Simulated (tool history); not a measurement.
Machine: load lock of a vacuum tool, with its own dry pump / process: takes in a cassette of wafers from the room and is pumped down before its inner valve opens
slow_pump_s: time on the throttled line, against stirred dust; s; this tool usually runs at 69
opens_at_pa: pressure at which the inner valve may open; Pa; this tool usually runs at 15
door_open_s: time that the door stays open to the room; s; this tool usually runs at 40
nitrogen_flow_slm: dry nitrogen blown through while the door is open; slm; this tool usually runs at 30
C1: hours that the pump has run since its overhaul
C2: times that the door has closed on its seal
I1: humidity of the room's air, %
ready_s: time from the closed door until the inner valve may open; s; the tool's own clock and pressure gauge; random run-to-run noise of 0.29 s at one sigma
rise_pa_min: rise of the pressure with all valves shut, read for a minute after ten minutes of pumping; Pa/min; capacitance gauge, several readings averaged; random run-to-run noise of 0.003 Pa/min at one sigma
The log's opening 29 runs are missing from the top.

Run 30, day 128.088: usual settings but slow_pump_s 81 s, opens_at_pa 27 Pa, door_open_s 44 s, nitrogen_flow_slm 23 slm; C1 4077; C2 9092; I1 45.6. Result: ready_s 116.4 s, rise_pa_min 0.043 Pa/min.
Run 31, day 132.492: usual settings but slow_pump_s 81 s, opens_at_pa 27 Pa, door_open_s 44 s, nitrogen_flow_slm 23 slm; C1 4182; C2 9214; I1 47.0. Result: ready_s 115.7 s, rise_pa_min 0.041 Pa/min.
Run 32, day 135.525: usual settings but opens_at_pa 20 Pa, nitrogen_flow_slm 18 slm; C1 4255; C2 9299; I1 45.2. Result: ready_s 108.9 s, rise_pa_min 0.047 Pa/min.
Run 33, day 139.033: usual settings but slow_pump_s 87 s, opens_at_pa 14 Pa, door_open_s 58 s, nitrogen_flow_slm 16 slm; C1 4339; C2 9397; I1 44.4. Result: ready_s 125.4 s, rise_pa_min 0.052 Pa/min.
Run 34, day 145.104: usual settings but slow_pump_s 83 s, nitrogen_flow_slm 5 slm; C1 4485; C2 9566; I1 44.7. Result: ready_s 122.2 s, rise_pa_min 0.060 Pa/min.
Run 35, day 151.412: usual settings but opens_at_pa 27 Pa; C1 4636; C2 9742; I1 43.0. Result: ready_s 106.5 s, rise_pa_min 0.040 Pa/min.
Run 36, day 154.867: usual settings but opens_at_pa 27 Pa; C1 4719; C2 9838; I1 45.9. Result: ready_s 107.4 s, rise_pa_min 0.039 Pa/min.
Run 37, day 157.838: usual settings but opens_at_pa 27 Pa, door_open_s 36 s, nitrogen_flow_slm 10 slm; C1 4791; C2 9921; I1 47.6. Result: ready_s 107.0 s, rise_pa_min 0.054 Pa/min.

What if the next run were any one of these 4? Each begins from the tool's condition after run 37:
Run A, day 161.896: usual settings but nitrogen_flow_slm 16 slm; C1 4888; C2 10034; I1 45.5. Result: ready_s ?, rise_pa_min ?.
Run B, day 161.896: usual settings but slow_pump_s 72 s, door_open_s 39 s, nitrogen_flow_slm 11 slm; C1 4888; C2 10034; I1 43.0. Result: ready_s ?, rise_pa_min ?.
Run C, day 161.896: usual settings but opens_at_pa 27 Pa, door_open_s 36 s, nitrogen_flow_slm 10 slm; C1 4888; C2 10034; I1 47.4. Result: ready_s ?, rise_pa_min ?.
Run D, day 161.896: usual settings but slow_pump_s 52 s, opens_at_pa 19 Pa, door_open_s 36 s, nitrogen_flow_slm 6 slm; C1 4888; C2 10034; I1 45.0. Result: ready_s ?, rise_pa_min ?.

run  ready_s  rise_pa_min
  A    111.0        0.047
  B    113.6        0.046
  C    107.1        0.053
  D     96.3        0.056
Stripped of hidden state, with their random variation kept, the same runs would have yielded:
run  ready_s  rise_pa_min
  A    110.1        0.022
  B    112.6        0.022
  C    106.4        0.029
  D     95.4        0.032
